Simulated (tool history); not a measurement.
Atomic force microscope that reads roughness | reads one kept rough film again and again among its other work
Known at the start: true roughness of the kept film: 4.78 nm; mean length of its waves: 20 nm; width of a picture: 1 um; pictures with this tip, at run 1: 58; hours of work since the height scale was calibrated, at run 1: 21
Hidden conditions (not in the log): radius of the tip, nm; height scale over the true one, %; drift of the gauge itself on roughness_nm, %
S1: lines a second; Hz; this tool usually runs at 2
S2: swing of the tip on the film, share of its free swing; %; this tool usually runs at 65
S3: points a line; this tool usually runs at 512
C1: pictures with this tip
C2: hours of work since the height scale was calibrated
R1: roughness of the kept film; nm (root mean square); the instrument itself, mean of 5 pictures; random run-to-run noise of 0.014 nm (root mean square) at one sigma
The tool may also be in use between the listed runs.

Run 1, hour 0: usual settings; C1 58; C2 21. Result: R1 3 nm (root mean square).
Run 2, hour 57.7: usual settings; C1 155; C2 55. Result: R1 2.49 nm (root mean square).
Run 3, hour 98: usual settings; C1 223; C2 79. Result: R1 2.25 nm (root mean square).
At hour 123.3: new tip fitted.
Run 4, hour 151.4: usual settings but S2 82 %; C1 47; C2 110. Result: R1 2.824 nm (root mean square).
Run 5, hour 197.4: usual settings but S2 82 %; C1 125; C2 137. Result: R1 2.435 nm (root mean square).
Run 6, hour 237.8: usual settings but S2 70 %; C1 192; C2 161. Result: R1 2.268 nm (root mean square).
Run 7, hour 277.6: usual settings but S2 70 %; C1 259; C2 185. Result: R1 2.049 nm (root mean square).
At hour 282.5: new tip fitted.
Run 8, hour 332.9: usual settings but S2 56 %; C1 85; C2 217. Result: R1 2.878 nm (root mean square).
Run 9, hour 373: usual settings; C1 152; C2 241. Result: R1 2.536 nm (root mean square).
Run 10, hour 400.4: usual settings but S1 1.36 Hz; C1 198; C2 257. Result: R1 2.412 nm (root mean square).
At hour 441.8: new tip fitted.
Run 11, hour 466.5: usual settings but S1 1.36 Hz; C1 41; C2 296. Result: R1 3.122 nm (root mean square).
Run 12, hour 515.3: usual settings but S1 1.36 Hz; C1 123; C2 325. Result: R1 2.657 nm (root mean square).
Run 13, hour 551.6: usual settings but S1 1.36 Hz; C1 184; C2 347. Result: R1 2.411 nm (root mean square).
At hour 597.6: new tip fitted.
Run 14, hour 616: usual settings but S1 0.84 Hz; C1 31; C2 385. Result: R1 3.238 nm (root mean square).
Run 15, hour 667.5: usual settings but S1 2.51 Hz; C1 118; C2 415. Result: R1 2.637 nm (root mean square).
Run 16, hour 706.5: usual settings but S1 2.51 Hz; C1 183; C2 438. Result: R1 2.391 nm (root mean square).
Run 17, hour 743.7: usual settings but S1 2.51 Hz; C1 246; C2 460. Result: R1 2.184 nm (root mean square).
At hour 754.3: new tip fitted.
Run 18, hour 798.2: usual settings but S1 2.51 Hz; C1 74; C2 492. Result: R1 2.926 nm (root mean square).
Run 19, hour 857.5: usual settings but S1 2.51 Hz; C1 174; C2 527. Result: R1 2.472 nm (root mean square).
Run 20, hour 895.4: usual settings but S1 2.51 Hz; C1 237; C2 550. Result: R1 2.233 nm (root mean square).
At hour 910.8: new tip fitted.
Run 21, hour 947.1: usual settings but S1 2.51 Hz; C1 61; C2 580. Result: R1 2.966 nm (root mean square).
Run 22, hour 988.6: usual settings but S3 485; C1 131; C2 605. Result: R1 2.594 nm (root mean square).
Run 23, hour 1048.1: usual settings but S3 485; C1 230; C2 640. Result: R1 2.223 nm (root mean square).
At hour 1066.5: new tip fitted.
Run 24, hour 1086.1: usual settings but S3 485; C1 33; C2 662. Result: R1 3.179 nm (root mean square).
Run 25, hour 1139.3: usual settings; C1 123; C2 694. Result: R1 2.674 nm (root mean square).
At hour 1145.6: height scale calibrated on a step standard.
Run 26, hour 1199.9: usual settings; C1 223; C2 32. Result: R1 2.274 nm (root mean square).
At hour 1226.9: new tip fitted.
Run 27, hour 1258.8: usual settings; C1 54; C2 67. Result: R1 2.988 nm (root mean square).
Run 28, hour 1321.2: usual settings but S1 0.78 Hz, S2 56 %, S3 345; C1 158; C2 104. Result: R1 2.542 nm (root mean square).
At hour 1385.2: new tip fitted.
Run 29, hour 1385.4: usual settings but S1 2.92 Hz, S2 61 %, S3 485; C1 0; C2 142. Result: R1 3.439 nm (root mean square).
Run 30, hour 1443.1: usual settings but S1 2.92 Hz, S2 61 %, S3 485; C1 97; C2 176. Result: R1 2.799 nm (root mean square).
Run 31, hour 1494.9: usual settings but S1 3.43 Hz, S3 597; C1 184; C2 206. Result: R1 2.41 nm (root mean square).
At hour 1535: height scale calibrated on a step standard, once more.
At hour 1544.4: new tip fitted.
Run 32, hour 1557.4: usual settings but S1 3.43 Hz, S3 597; C1 22; C2 13. Result: R1 3.142 nm (root mean square).
Run 33, hour 1595.9: usual settings but S1 3.22 Hz, S3 683; C1 87; C2 36. Result: R1 2.825 nm (root mean square).
Run 34, hour 1647.2: usual settings but S3 288; C1 173; C2 66. Result: R1 2.402 nm (root mean square).
Run 35, hour 1698.9: usual settings but S1 1.49 Hz, S3 905; C1 259; C2 97. Result: R1 2.172 nm (root mean square).
At hour 1703.7: new tip fitted.
Run 36, hour 1752.4: usual settings but S1 1.49 Hz, S2 76 %, S3 992; C1 81; C2 128. Result: R1 2.832 nm (root mean square).
Run 37, hour 1814.4: usual settings but S1 3.24 Hz, S3 776; C1 185; C2 165. Result: R1 2.334 nm (root mean square).
Run 38, hour 1846.8: usual settings but S3 276; C1 240; C2 184. Result: R1 2.123 nm (root mean square).
At hour 1865: new tip fitted.
Run 39, hour 1914.5: usual settings but S3 276; C1 83; C2 224. Result: R1 2.81 nm (root mean square).
Run 40, hour 1958: usual settings but S1 1.34 Hz, S3 462; C1 156; C2 250. Result: R1 2.558 nm (root mean square).
Run 41, hour 2007.1: usual settings but S1 1.34 Hz, S3 462; C1 239; C2 279. Result: R1 2.222 nm (root mean square).
At hour 2022.7: new tip fitted.
Run 42, hour 2049: usual settings but S1 1.34 Hz, S2 67 %, S3 911; C1 44; C2 303. Result: R1 3.218 nm (root mean square).
Run 43, hour 2087.5: usual settings but S1 1.34 Hz, S2 67 %, S3 911; C1 109; C2 326. Result: R1 2.789 nm (root mean square).
Run 44, hour 2136.4: usual settings but S1 1.34 Hz, S2 67 %, S3 911; C1 191; C2 355. Result: R1 2.417 nm (root mean square).
Run 45, hour 2171: usual settings but S1 3.31 Hz, S2 67 %, S3 298; C1 249; C2 376. Result: R1 2.079 nm (root mean square).
At hour 2180.2: new tip fitted.
Run 46, hour 2205.8: usual settings but S1 3.31 Hz, S2 67 %, S3 298; C1 43; C2 396. Result: R1 2.952 nm (root mean square).
Run 47, hour 2234.3: usual settings but S1 1.39 Hz, S2 75 %, S3 579; C1 91; C2 413. Result: R1 2.809 nm (root mean square).
Run 48, hour 2264.4: usual settings but S1 1.39 Hz, S2 75 %, S3 579; C1 142; C2 431. Result: R1 2.575 nm (root mean square).
Run 49, hour 2297.5: usual settings but S2 84 %; C1 197; C2 450. Result: R1 2.237 nm (root mean square).
At hour 2340.2: new tip fitted.
Run 50, hour 2357.6: usual settings but S3 308; C1 29; C2 486. Result: R1 3.143 nm (root mean square).
Run 51, hour 2389.6: usual settings but S3 308; C1 83; C2 505. Result: R1 2.805 nm (root mean square).

Branching from run 51: 5 alternative next runs. What would each branch give?
Run A, hour 2456.7: usual settings but S1 1.07 Hz, S2 67 %, S3 308; C1 195; C2 544. Result: R1 ?.
Run B, hour 2456.7: usual settings but S1 0.52 Hz, S2 78 %, S3 682; C1 195; C2 544. Result: R1 ?.
Run C, hour 2456.7: usual settings but S1 3.16 Hz, S2 57 %, S3 308; C1 195; C2 544. Result: R1 ?.
Run D, hour 2456.7: usual settings but S1 2.96 Hz, S2 63 %, S3 272; C1 195; C2 544. Result: R1 ?.
Run E, hour 2456.7: usual settings but S1 1.8 Hz, S3 709; C1 195; C2 544. Result: R1 ?.

run     R1
  A  2.384
  B  2.457
  C  2.383
  D  2.312
  E  2.405
Had the tool no hidden state, the same runs would have come out as:
run     R1
  A  3.418
  B  3.521
  C  3.412
  D  3.313
  E  3.445
